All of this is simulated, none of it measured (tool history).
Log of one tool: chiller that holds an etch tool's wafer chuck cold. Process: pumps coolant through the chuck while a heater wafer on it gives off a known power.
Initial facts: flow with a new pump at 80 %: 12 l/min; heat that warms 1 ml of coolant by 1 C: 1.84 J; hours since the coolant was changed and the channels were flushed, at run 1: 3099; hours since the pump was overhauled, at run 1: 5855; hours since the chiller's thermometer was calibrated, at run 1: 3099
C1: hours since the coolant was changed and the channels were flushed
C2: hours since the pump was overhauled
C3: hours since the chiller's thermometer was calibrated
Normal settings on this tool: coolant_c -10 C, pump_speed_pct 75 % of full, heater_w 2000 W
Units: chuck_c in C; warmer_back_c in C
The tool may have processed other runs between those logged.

Run 1, hour 0: usual settings; C1 3099; C2 5855; C3 3099. Result: chuck_c 5.9 C, warmer_back_c 6.53 C.
At hour 127.5: chiller's thermometer calibrated.
Run 2, hour 214.2: usual settings; C1 3313; C2 6069; C3 87. Result: chuck_c 5.9 C, warmer_back_c 6.51 C.
Run 3, hour 332.1: usual settings but pump_speed_pct 86 % of full; C1 3430; C2 6186; C3 205. Result: chuck_c 4.3 C, warmer_back_c 5.55 C.
Run 4, hour 553.5: usual settings but pump_speed_pct 86 % of full; C1 3652; C2 6408; C3 426. Result: chuck_c 4.5 C, warmer_back_c 5.64 C.
Run 5, hour 751.7: usual settings but pump_speed_pct 86 % of full; C1 3850; C2 6606; C3 624. Result: chuck_c 4.5 C, warmer_back_c 5.71 C.
At hour 845: chiller's thermometer calibrated, once more.
Run 6, hour 871.2: usual settings but pump_speed_pct 86 % of full; C1 3969; C2 6725; C3 26. Result: chuck_c 4.9 C, warmer_back_c 5.69 C.
Run 7, hour 1007.1: usual settings but pump_speed_pct 86 % of full; C1 4104; C2 6860; C3 162. Result: chuck_c 4.9 C, warmer_back_c 5.74 C.
Run 8, hour 1217.7: usual settings but coolant_c -6 C, pump_speed_pct 62 % of full, heater_w 1698 W; C1 4315; C2 7071; C3 373. Result: chuck_c 10.9 C, warmer_back_c 6.99 C.
Run 9, hour 1309.1: usual settings but coolant_c -14 C, pump_speed_pct 84 % of full, heater_w 1303 W; C1 4406; C2 7162; C3 464. Result: chuck_c -4 C, warmer_back_c 3.87 C.
Run 10, hour 1517.9: usual settings but coolant_c -4 C, heater_w 2182 W; C1 4615; C2 7371; C3 673. Result: chuck_c 14.8 C, warmer_back_c 7.36 C.
Run 11, hour 1668.7: usual settings but coolant_c -7 C, pump_speed_pct 72 % of full; C1 4766; C2 7522; C3 824. Result: chuck_c 10.9 C, warmer_back_c 7.03 C.

Same runs, no hidden state in the tool, same run-to-run variation:
Unlogged tool condition in this case: heat passed by the chuck's channels, % of clean ones'; flow at a given pump speed, % of a new pump's; coolant's true temperature over the reading, C; drift of the gauge itself on chuck_c, C; drift of the gauge itself on warmer_back_c, C.
run  chuck_c  warmer_back_c
  1      3.7           5.86
  2      3.7           5.81
  3      2.3           4.94
  4      2.4           5.01
  5      2.3           5.05
  6      2.2           5.01
  7      2.2           5.05
  8      7.8           6.12
  9     -5.8           3.38
 10     11.1           6.41
 11      7.3            6.1

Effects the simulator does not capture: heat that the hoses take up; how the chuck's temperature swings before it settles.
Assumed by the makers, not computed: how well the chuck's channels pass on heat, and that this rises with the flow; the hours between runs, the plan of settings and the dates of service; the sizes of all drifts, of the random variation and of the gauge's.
